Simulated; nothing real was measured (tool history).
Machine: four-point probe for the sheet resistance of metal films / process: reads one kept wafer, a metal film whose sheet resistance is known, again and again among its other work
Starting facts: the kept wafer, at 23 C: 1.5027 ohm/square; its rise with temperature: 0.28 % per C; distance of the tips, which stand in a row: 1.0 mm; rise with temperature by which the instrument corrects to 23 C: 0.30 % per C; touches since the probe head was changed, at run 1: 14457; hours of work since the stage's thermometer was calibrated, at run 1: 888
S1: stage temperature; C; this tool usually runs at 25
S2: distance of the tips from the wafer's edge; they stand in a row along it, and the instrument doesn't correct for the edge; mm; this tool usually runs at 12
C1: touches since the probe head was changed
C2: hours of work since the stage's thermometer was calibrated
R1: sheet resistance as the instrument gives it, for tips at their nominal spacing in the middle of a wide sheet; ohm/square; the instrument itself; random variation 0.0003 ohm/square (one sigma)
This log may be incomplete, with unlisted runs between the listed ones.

run 1 day=0 | S1=25 S2=12 | C1=14457 C2=888 | R1=1.509484
run 2 day=0.646 | S1=25 S2=12 | C1=14827 C2=895 | R1=1.509241
run 3 day=1.45 | S1=25 S2=12 | C1=15289 C2=902 | R1=1.50948
run 4 day=2.254 | S1=25 S2=12 | C1=15748 C2=910 | R1=1.509632
run 5 day=3.212 | S1=25 S2=12 | C1=16298 C2=920 | R1=1.508586
run 6 day=4.092 | S1=25 S2=12 | C1=16803 C2=929 | R1=1.509552
run 7 day=5.192 | S1=25 S2=12 | C1=17432 C2=939 | R1=1.509118
run 8 day=6.442 | S1=25 S2=12 | C1=18149 C2=952 | R1=1.509341
run 9 day=7.608 | S1=25 S2=12 | C1=18818 C2=963 | R1=1.50959
run 10 day=8.408 | S1=25 S2=12 | C1=19276 C2=971 | R1=1.509124
run 11 day=8.996 | S1=25 S2=12 | C1=19613 C2=977 | R1=1.508833
run 12 day=9.779 | S1=25 S2=36 | C1=20062 C2=985 | R1=1.504271
run 13 day=10.679 | S1=25 S2=36 | C1=20578 C2=994 | R1=1.504297
run 14 day=11.912 | S1=25 S2=36 | C1=21287 C2=1006 | R1=1.504032
run 15 day=12.617 | S1=25 S2=24 | C1=21688 C2=1013 | R1=1.505247
run 16 day=13.862 | S1=20 S2=17 | C1=22404 C2=1025 | R1=1.507759
-- day=13.967 stage's thermometer calibrated
run 17 day=15.154 | S1=20 S2=17 | C1=23132 C2=12 | R1=1.507441
run 18 day=15.758 | S1=26 S2=65 | C1=23479 C2=18 | R1=1.503004
run 19 day=16.971 | S1=26 S2=10 | C1=24174 C2=30 | R1=1.510948
run 20 day=17.542 | S1=25 S2=19 | C1=24500 C2=35 | R1=1.505651
run 21 day=18.621 | S1=21 S2=8 | C1=25118 C2=46 | R1=1.51658
run 22 day=19.25 | S1=21 S2=8 | C1=25480 C2=52 | R1=1.516446
run 23 day=20.292 | S1=21 S2=17 | C1=26077 C2=62 | R1=1.506732
run 24 day=21.058 | S1=20 S2=4 | C1=26515 C2=70 | R1=1.553083
-- day=21.283 stage's thermometer calibrated, once more
run 25 day=21.721 | S1=23 S2=32 | C1=26884 C2=4 | R1=1.506258
run 26 day=22.279 | S1=22 S2=12 | C1=27205 C2=10 | R1=1.510737
run 27 day=23.396 | S1=19 S2=34 | C1=27844 C2=21 | R1=1.507441
run 28 day=24.6 | S1=25 S2=14 | C1=28535 C2=33 | R1=1.508781
run 29 day=25.646 | S1=25 S2=14 | C1=29135 C2=43 | R1=1.509316

Each row is a separate what-if for the run after 29, all from the same tool condition, not one after another. Results?
run A day=26.458 | S1=22 S2=3 | C1=29599 C2=51 | R1=?
run B day=26.458 | S1=23 S2=12 | C1=29599 C2=51 | R1=?
run C day=26.458 | S1=34 S2=3 | C1=29599 C2=51 | R1=?
run D day=26.458 | S1=26 S2=5 | C1=29599 C2=51 | R1=?
run E day=26.458 | S1=22 S2=39 | C1=29599 C2=51 | R1=?

run=A R1=1.590531
run=B R1=1.511103
run=C R1=1.586935
run=D R1=1.536313
run=E R1=1.506204
Take away the tool's hidden state, keep each run's random variation, and the runs would have read:
run=A R1=1.587731
run=B R1=1.508429
run=C R1=1.584132
run=D R1=1.533597
run=E R1=1.503539
